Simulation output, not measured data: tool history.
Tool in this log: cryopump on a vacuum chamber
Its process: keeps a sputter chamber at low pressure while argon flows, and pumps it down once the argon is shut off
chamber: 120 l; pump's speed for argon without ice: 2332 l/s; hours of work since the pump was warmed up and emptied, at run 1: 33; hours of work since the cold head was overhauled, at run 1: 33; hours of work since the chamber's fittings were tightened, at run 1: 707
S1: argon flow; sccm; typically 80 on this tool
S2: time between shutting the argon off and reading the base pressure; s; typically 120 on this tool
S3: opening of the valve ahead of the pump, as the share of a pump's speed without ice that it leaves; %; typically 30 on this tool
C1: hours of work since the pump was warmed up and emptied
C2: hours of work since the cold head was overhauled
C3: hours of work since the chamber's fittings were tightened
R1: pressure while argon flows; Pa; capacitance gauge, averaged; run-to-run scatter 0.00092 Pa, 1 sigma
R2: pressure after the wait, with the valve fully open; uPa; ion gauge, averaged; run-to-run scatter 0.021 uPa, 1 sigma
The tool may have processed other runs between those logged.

run    hour   S1   S2  S3   C1   C2    C3      R1    R2
  1       0   80  120  30   33   33   707   0.196  0.62
  2    40.5   80  120  25   56   56   730  0.2348  0.61
  3    86.8   80  120  25   83   83   756   0.233  0.63
  4   123.8   80  200  30  104  104   777  0.1964  0.55
  5     147   80  200  30  117  117   790  0.1975  0.58
  6   174.6   41  120  30  133  133   806  0.1011  0.68
  7   200.8   41  120  30  148  148   821  0.1021  0.64
  8   249.1   41  120  30  175  175   848  0.1007  0.68
  9   277.5   80  120  30  191  191   864  0.2008   0.7
 10   304.4   80  169  30  207  207   880     0.2  0.61
 11   337.1   61  169  30  225  225   898  0.1543  0.61
 12     361   61  169  30  239  239   912  0.1544  0.69
 13   405.6   80  120  30  264  264   937  0.2025  0.74
 14   439.9   80  120  30  284  284   957  0.2051  0.77
 15     491   36   89  17  313  313   986  0.1589  0.88
 16   521.1   36   89  17  330  330  1003  0.1569  0.86
 17   551.5   36   89  45  347  347  1020  0.0638  0.82
 18     607   36   89  56  379  379  1052  0.0525  0.89
 19   639.5   80   38  33  397  397  1070  0.1899  1.38
 20   691.4   52  120  30  427  427  1100  0.1362  0.87
 21   744.8   56  120  15  457  457  1130  0.2807  0.87
 22   785.9   56  120  15  481  481  1154   0.284   0.9
 23   839.7  154   34  30  511  511  1184  0.4118   1.6
 24   888.8  108  120  30  539  539  1212  0.2889  0.99
 25   913.3  108  120  30  553  553  1226  0.2911  0.95
 26     961  108  120  30  580  580  1253  0.2987  0.98
 27   990.6   80  252  29  597  597  1270  0.2253  0.81
 28  1022.2   56   30  50  615  615  1288  0.0992  1.81

Results per run with the tool's hidden condition removed, run-to-run variation unchanged:
Hidden state present: pump's speed, % of a pump's without ice; cold plate's temperature, K; leak into the chamber, uPa l/s; drift of the gauge itself on working_pa, %; drift of the gauge itself on base_upa, %.
run      R1    R2
  1  0.1946  0.39
  2  0.2326  0.38
  3  0.2301  0.38
  4  0.1928   0.3
  5  0.1935  0.31
  6  0.0988  0.41
  7  0.0996  0.36
  8  0.0977  0.38
  9  0.1943  0.39
 10  0.1929  0.29
 11  0.1483  0.28
 12  0.1481  0.35
 13  0.1933  0.39
 14   0.195   0.4
 15  0.1539  0.49
 16  0.1516  0.47
 17  0.0581  0.43
 18  0.0461  0.46
 19   0.175  0.94
 20  0.1256  0.41
 21  0.2684  0.39
 22  0.2707   0.4
 23  0.3722  1.07
 24  0.2594  0.43
 25  0.2605  0.39
 26  0.2651   0.4
 27  0.1999  0.21
 28  0.0809  1.18
